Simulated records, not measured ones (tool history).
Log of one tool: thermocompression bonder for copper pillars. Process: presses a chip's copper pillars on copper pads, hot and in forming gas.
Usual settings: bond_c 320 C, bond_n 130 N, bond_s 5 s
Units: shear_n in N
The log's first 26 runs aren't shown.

Run 27, hour 674.0: usual settings but bond_c 342 C, bond_n 95 N, bond_s 4 s. Result: shear_n 42.7 N.
At hour 704.9: forming gas filter changed.
Run 28, hour 705.8: usual settings but bond_c 342 C, bond_n 190 N, bond_s 11 s. Result: shear_n 81.6 N.
Run 29, hour 740.7: usual settings but bond_c 333 C, bond_n 102 N, bond_s 9 s. Result: shear_n 54.6 N.
Run 30, hour 767.4: usual settings but bond_c 333 C, bond_n 102 N, bond_s 9 s. Result: shear_n 54.7 N.
Run 31, hour 799.6: usual settings but bond_c 315 C, bond_n 192 N. Result: shear_n 50.6 N.
At hour 838.0: forming gas filter changed.
Run 32, hour 838.5: usual settings but bond_c 300 C, bond_n 79 N, bond_s 6 s. Result: shear_n 28.8 N.
Run 33, hour 859.7: usual settings but bond_c 348 C, bond_n 135 N, bond_s 3 s. Result: shear_n 46.1 N.
Run 34, hour 888.8: usual settings but bond_s 6 s. Result: shear_n 46.0 N.
Run 35, hour 919.9: usual settings but bond_c 330 C, bond_n 88 N, bond_s 11 s. Result: shear_n 52.8 N.
At hour 927.0: heater calibrated with a thermocouple chip.
Run 36, hour 947.2: usual settings but bond_n 117 N. Result: shear_n 41.4 N.
At hour 973.6: forming gas filter changed.
Run 37, hour 977.0: usual settings but bond_n 117 N. Result: shear_n 41.9 N.
Run 38, hour 997.1: usual settings but bond_c 329 C, bond_n 117 N, bond_s 3 s. Result: shear_n 37.0 N.
Run 39, hour 1032.1: usual settings but bond_c 327 C, bond_s 12 s. Result: shear_n 64.2 N.

3 ways to go on from here, each from the tool as it stands after run 39. What would each give?
Run A, hour 1069.9: usual settings but bond_n 170 N. Result: shear_n ?.
Run B, hour 1069.9: usual settings but bond_c 327 C, bond_s 3 s. Result: shear_n ?.
Run C, hour 1069.9: usual settings but bond_c 329 C, bond_n 95 N, bond_s 12 s. Result: shear_n ?.

run  shear_n
  A     50.4
  B     39.2
  C     55.1
Without the tool's hidden state the same runs would have given:
run  shear_n
  A     50.6
  B     39.3
  C     55.3
